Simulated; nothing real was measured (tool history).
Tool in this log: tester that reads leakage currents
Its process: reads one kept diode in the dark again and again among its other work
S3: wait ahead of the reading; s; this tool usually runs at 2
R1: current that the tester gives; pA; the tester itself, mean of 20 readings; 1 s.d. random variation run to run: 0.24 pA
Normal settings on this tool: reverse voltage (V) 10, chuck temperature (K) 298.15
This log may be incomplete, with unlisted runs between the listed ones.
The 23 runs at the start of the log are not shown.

run 24 day=125.821 | reverse_voltage_(V)=2.7 chuck_temperature_(K)=298.15 S3=0.51 | R1=51.52
run 25 day=133.012 | reverse_voltage_(V)=2.7 chuck_temperature_(K)=305.15 S3=0.41 | R1=97.07
run 26 day=137.888 | reverse_voltage_(V)=2.7 chuck_temperature_(K)=305.15 S3=0.41 | R1=96.15
-- day=142.35 tester calibrated
run 27 day=144.821 | reverse_voltage_(V)=10 chuck_temperature_(K)=298.15 S3=2 | R1=75.81
run 28 day=149.938 | reverse_voltage_(V)=10 chuck_temperature_(K)=308.15 S3=2 | R1=184.5
run 29 day=154.55 | reverse_voltage_(V)=2.1 chuck_temperature_(K)=294.15 S3=2.52 | R1=30.97
run 30 day=159.604 | reverse_voltage_(V)=2.1 chuck_temperature_(K)=299.15 S3=1.57 | R1=49.26
run 31 day=163.017 | reverse_voltage_(V)=7.9 chuck_temperature_(K)=299.15 S3=0.86 | R1=74.58
run 32 day=166.208 | reverse_voltage_(V)=10 chuck_temperature_(K)=319.15 S3=8.19 | R1=458.82
run 33 day=171.246 | reverse_voltage_(V)=18.6 chuck_temperature_(K)=305.15 S3=2.49 | R1=164.91
run 34 day=177.229 | reverse_voltage_(V)=10 chuck_temperature_(K)=302.15 S3=1.61 | R1=102.35
run 35 day=183.75 | reverse_voltage_(V)=10 chuck_temperature_(K)=294.15 S3=1.61 | R1=48.4
run 36 day=190.775 | reverse_voltage_(V)=2.1 chuck_temperature_(K)=298.15 S3=2 | R1=41.95
run 37 day=195.204 | reverse_voltage_(V)=2.1 chuck_temperature_(K)=298.15 S3=2 | R1=41.5
run 38 day=202.842 | reverse_voltage_(V)=19.6 chuck_temperature_(K)=298.15 S3=2 | R1=85.53
run 39 day=208.354 | reverse_voltage_(V)=19.6 chuck_temperature_(K)=305.15 S3=1.37 | R1=156.96

Each row is a separate what-if for the run after 39, all from the same tool condition, not one after another. Results?
-- day=210.621 chuck's temperature calibrated
run A day=213.262 | reverse_voltage_(V)=1.2 chuck_temperature_(K)=324.15 S3=4.76 | R1=?
-- day=210.621 chuck's temperature calibrated
run B day=213.262 | reverse_voltage_(V)=4.2 chuck_temperature_(K)=303.15 S3=4.54 | R1=?
-- day=210.621 chuck's temperature calibrated
run C day=213.262 | reverse_voltage_(V)=19.4 chuck_temperature_(K)=296.15 S3=2 | R1=?
-- day=210.621 chuck's temperature calibrated
run D day=213.262 | reverse_voltage_(V)=19.6 chuck_temperature_(K)=332.15 S3=8.45 | R1=?

run=A R1=395.86
run=B R1=96.5
run=C R1=85.08
run=D R1=1717.18
What these runs would have given with no unlogged condition in the tool:
run=A R1=397.71
run=B R1=95.88
run=C R1=80.15
run=D R1=1721.12

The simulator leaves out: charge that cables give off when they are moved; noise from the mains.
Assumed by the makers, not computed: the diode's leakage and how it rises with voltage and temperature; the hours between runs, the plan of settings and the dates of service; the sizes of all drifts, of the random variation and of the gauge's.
